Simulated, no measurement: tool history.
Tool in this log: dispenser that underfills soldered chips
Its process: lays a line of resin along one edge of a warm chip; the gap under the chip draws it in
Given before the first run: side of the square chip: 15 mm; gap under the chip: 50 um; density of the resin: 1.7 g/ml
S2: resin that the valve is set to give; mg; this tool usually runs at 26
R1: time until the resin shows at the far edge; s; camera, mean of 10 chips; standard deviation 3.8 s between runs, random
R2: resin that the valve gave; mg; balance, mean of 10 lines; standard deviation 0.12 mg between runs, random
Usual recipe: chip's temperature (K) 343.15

Run 1, hour 0: usual settings. Result: R1 745.1 s, R2 24.25 mg.
Run 2, hour 3.3: usual settings. Result: R1 940 s, R2 24.4 mg.
At hour 5.5: new syringe of resin.
Run 3, hour 8.6: usual settings. Result: R1 460.6 s, R2 24.12 mg.
Run 4, hour 14: usual settings but chip's temperature (K) 345.15. Result: R1 549.4 s, R2 24.11 mg.
Run 5, hour 18: usual settings but chip's temperature (K) 346.15. Result: R1 664.2 s, R2 23.94 mg.
At hour 23: new syringe of resin.
Run 6, hour 23: usual settings but chip's temperature (K) 346.15. Result: R1 321.5 s, R2 23.91 mg.
Run 7, hour 28.2: usual settings but chip's temperature (K) 346.15. Result: R1 442 s, R2 23.86 mg.
Run 8, hour 31.1: usual settings but chip's temperature (K) 346.15. Result: R1 518.6 s, R2 23.83 mg.
Run 9, hour 34.8: usual settings but chip's temperature (K) 331.15. Result: R1 1467 s, R2 23.58 mg.
Run 10, hour 38.2: usual settings but chip's temperature (K) 331.15. Result: R1 1791 s, R2 23.71 mg.
At hour 40.5: new syringe of resin.
Run 11, hour 42.5: usual settings but chip's temperature (K) 331.15. Result: R1 849.1 s, R2 23.46 mg.
Run 12, hour 47.8: usual settings but chip's temperature (K) 349.15, S2 24.9 mg. Result: R1 424.8 s, R2 22.58 mg.
Run 13, hour 50.2: usual settings but chip's temperature (K) 349.15, S2 24.9 mg. Result: R1 486.1 s, R2 22.37 mg.
At hour 52.8: dispensing valve cleaned and set on the balance.
Run 14, hour 53.9: usual settings but chip's temperature (K) 331.15, S2 24.7 mg. Result: R1 1514.5 s, R2 24.77 mg.
Run 15, hour 56.9: usual settings but chip's temperature (K) 331.15, S2 24.7 mg. Result: R1 1796.5 s, R2 24.71 mg.
At hour 59: new syringe of resin.
Run 16, hour 60.5: usual settings but chip's temperature (K) 336.15, S2 24.3 mg. Result: R1 593.7 s, R2 24.15 mg.
Run 17, hour 64.1: usual settings but chip's temperature (K) 358.15, S2 33.2 mg. Result: R1 219.9 s, R2 33.04 mg.
Run 18, hour 69.5: usual settings but chip's temperature (K) 333.15, S2 25.1 mg. Result: R1 1179.2 s, R2 24.88 mg.
Run 19, hour 73.4: usual settings but chip's temperature (K) 333.15, S2 25.1 mg. Result: R1 1453 s, R2 24.8 mg.
At hour 76.5: new syringe of resin.
Run 20, hour 78.1: usual settings but chip's temperature (K) 357.15, S2 22.2 mg. Result: R1 206.3 s, R2 21.59 mg.
Run 21, hour 80.9: usual settings but chip's temperature (K) 357.15, S2 22.2 mg. Result: R1 235.5 s, R2 21.62 mg.
Run 22, hour 86.3: usual settings but chip's temperature (K) 340.15, S2 29.8 mg. Result: R1 738.1 s, R2 29.36 mg.

Consider 5 possible next runs. They are alternatives, not a sequence: every one starts from the tool as it was left by run 22. What does each give?
Run A, hour 89.4: usual settings but chip's temperature (K) 330.15, S2 26.2 mg. Result: R1 ?, R2 ?.
Run B, hour 89.4: usual settings but chip's temperature (K) 338.15, S2 25.4 mg. Result: R1 ?, R2 ?.
Run C, hour 89.4: usual settings but chip's temperature (K) 341.15, S2 26.2 mg. Result: R1 ?, R2 ?.
Run D, hour 89.4: usual settings but S2 29.5 mg. Result: R1 ?, R2 ?.
Run E, hour 89.4: usual settings but chip's temperature (K) 329.15, S2 27.8 mg. Result: R1 ?, R2 ?.

run      R1     R2
  A  1586.4  25.52
  B  1018.1  24.92
  C     863  25.54
  D     768  28.96
  E  1705.2  27.22
Had the tool no hidden state, the same runs would have come out as:
run     R1     R2
  A  769.2  26.16
  B  492.8  25.55
  C  417.7  26.19
  D  372.7  29.69
  E  828.3  27.91

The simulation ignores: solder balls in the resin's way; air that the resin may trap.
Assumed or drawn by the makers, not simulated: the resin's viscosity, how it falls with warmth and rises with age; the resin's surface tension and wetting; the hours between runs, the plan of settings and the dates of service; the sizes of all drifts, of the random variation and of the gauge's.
